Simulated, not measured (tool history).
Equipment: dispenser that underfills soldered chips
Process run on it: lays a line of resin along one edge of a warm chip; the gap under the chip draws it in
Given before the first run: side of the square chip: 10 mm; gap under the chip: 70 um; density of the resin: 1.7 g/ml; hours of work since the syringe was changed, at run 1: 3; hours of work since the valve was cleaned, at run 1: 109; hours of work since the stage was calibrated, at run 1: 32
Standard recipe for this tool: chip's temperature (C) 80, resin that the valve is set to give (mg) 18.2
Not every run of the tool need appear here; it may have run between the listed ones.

| run | day | chip's temperature (C) | resin that the valve is set to give (mg) | hours of work since the syringe was changed | hours of work since the valve was cleaned | hours of work since the stage was calibrated | time until the resin shows at the far edge (s) | resin that the valve gave (mg) |
|---|---|---|---|---|---|---|---|---|
| 1 | 0.000 | 80 | 18.2 | 3 | 109 | 32 | 136.9 | 17.44 |
| 2 | 0.254 | 80 | 18.2 | 8 | 114 | 37 | 203.6 | 17.29 |
|  | 0.288 | new syringe of resin |
| 3 | 0.517 | 80 | 22.5 | 4 | 118 | 42 | 147.4 | 21.42 |
| 4 | 0.650 | 80 | 18.2 | 7 | 121 | 44 | 184.8 | 17.31 |
|  | 0.758 | new syringe of resin |
| 5 | 0.904 | 80 | 17.6 | 3 | 125 | 48 | 132.8 | 16.78 |
| 6 | 1.029 | 80 | 17.6 | 5 | 128 | 51 | 164.3 | 16.66 |
| 7 | 1.142 | 80 | 17.6 | 7 | 130 | 53 | 193.5 | 16.68 |
|  | 1.238 | new syringe of resin |
| 8 | 1.283 | 80 | 17.6 | 1 | 132 | 55 | 114.2 | 16.61 |
| 9 | 1.475 | 80 | 17.6 | 4 | 136 | 59 | 154.0 | 16.59 |
|  | 1.696 | new syringe of resin |
| 10 | 1.721 | 80 | 19.9 | 0 | 140 | 63 | 108.0 | 18.80 |
| 11 | 1.933 | 80 | 19.9 | 4 | 144 | 67 | 153.3 | 18.72 |
|  | 2.067 | dispensing valve cleaned and set on the balance |
| 12 | 2.088 | 80 | 19.9 | 6 | 0 | 69 | 179.6 | 19.81 |
|  | 2.204 | new syringe of resin |
| 13 | 2.308 | 80 | 22.3 | 2 | 4 | 73 | 124.9 | 22.22 |
| 14 | 2.417 | 75 | 22.3 | 4 | 6 | 75 | 189.2 | 22.19 |
|  | 2.658 | new syringe of resin |
| 15 | 2.688 | 75 | 22.3 | 1 | 11 | 80 | 141.7 | 22.19 |
| 16 | 2.817 | 75 | 22.3 | 3 | 13 | 82 | 172.2 | 22.22 |
| 17 | 3.058 | 75 | 22.3 | 7 | 18 | 87 | 256.6 | 22.15 |
|  | 3.133 | new syringe of resin |
| 18 | 3.262 | 75 | 16.0 | 2 | 21 | 90 | 175.1 | 15.97 |
| 19 | 3.475 | 75 | 16.0 | 6 | 25 | 94 | 247.7 | 15.99 |
|  | 3.592 | new syringe of resin |
| 20 | 3.725 | 75 | 16.0 | 2 | 30 | 98 | 176.9 | 15.79 |
| 21 | 3.838 | 75 | 16.0 | 5 | 32 | 100 | 211.9 | 15.90 |
| 22 | 4.021 | 75 | 16.0 | 8 | 35 | 104 | 279.8 | 15.76 |
|  | 4.058 | new syringe of resin |
| 23 | 4.196 | 75 | 16.0 | 3 | 38 | 107 | 177.4 | 15.77 |
| 24 | 4.442 | 69 | 18.3 | 7 | 43 | 111 | 349.8 | 18.01 |
|  | 4.517 | new syringe of resin |
| 25 | 4.650 | 82 | 20.7 | 2 | 46 | 115 | 117.2 | 20.29 |
| 26 | 4.762 | 92 | 23.0 | 5 | 48 | 117 | 82.5 | 22.67 |
| 27 | 4.925 | 93 | 22.5 | 8 | 51 | 120 | 103.2 | 22.05 |
|  | 4.975 | new syringe of resin |
| 28 | 5.071 | 76 | 20.8 | 2 | 54 | 123 | 150.2 | 20.33 |
| 29 | 5.279 | 76 | 20.8 | 6 | 58 | 126 | 209.5 | 20.23 |
| 30 | 5.388 | 83 | 22.7 | 8 | 60 | 128 | 169.9 | 22.21 |
|  | 5.433 | new syringe of resin |
| 31 | 5.546 | 83 | 22.7 | 2 | 62 | 131 | 108.8 | 22.09 |
| 32 | 5.708 | 67 | 21.7 | 5 | 65 | 134 | 326.4 | 21.13 |
|  | 5.908 | new syringe of resin |
| 33 | 5.967 | 94 | 21.5 | 1 | 70 | 139 | 56.2 | 20.95 |
| 34 | 6.100 | 80 | 21.8 | 4 | 72 | 141 | 142.5 | 21.36 |
|  | 6.367 | new syringe of resin |
| 35 | 6.367 | 85 | 17.6 | 0 | 77 | 146 | 85.1 | 17.08 |

Here are 3 independent what-if runs from the current tool condition. What would each one return?
| A | 6.538 | 69 | 17.2 | 3 | 80 | 149 | ? | ? |
| B | 6.538 | 74 | 17.0 | 3 | 80 | 149 | ? | ? |
| C | 6.538 | 72 | 17.9 | 3 | 80 | 149 | ? | ? |

| run | time until the resin shows at the far edge (s) | resin that the valve gave (mg) |
|---|---|---|
| A | 257.9 | 16.65 |
| B | 198.6 | 16.42 |
| C | 214.6 | 17.31 |
Without the tool's hidden state the same runs would have given:
| run | time until the resin shows at the far edge (s) | resin that the valve gave (mg) |
|---|---|---|
| A | 186.9 | 17.19 |
| B | 144.0 | 16.96 |
| C | 155.9 | 17.87 |
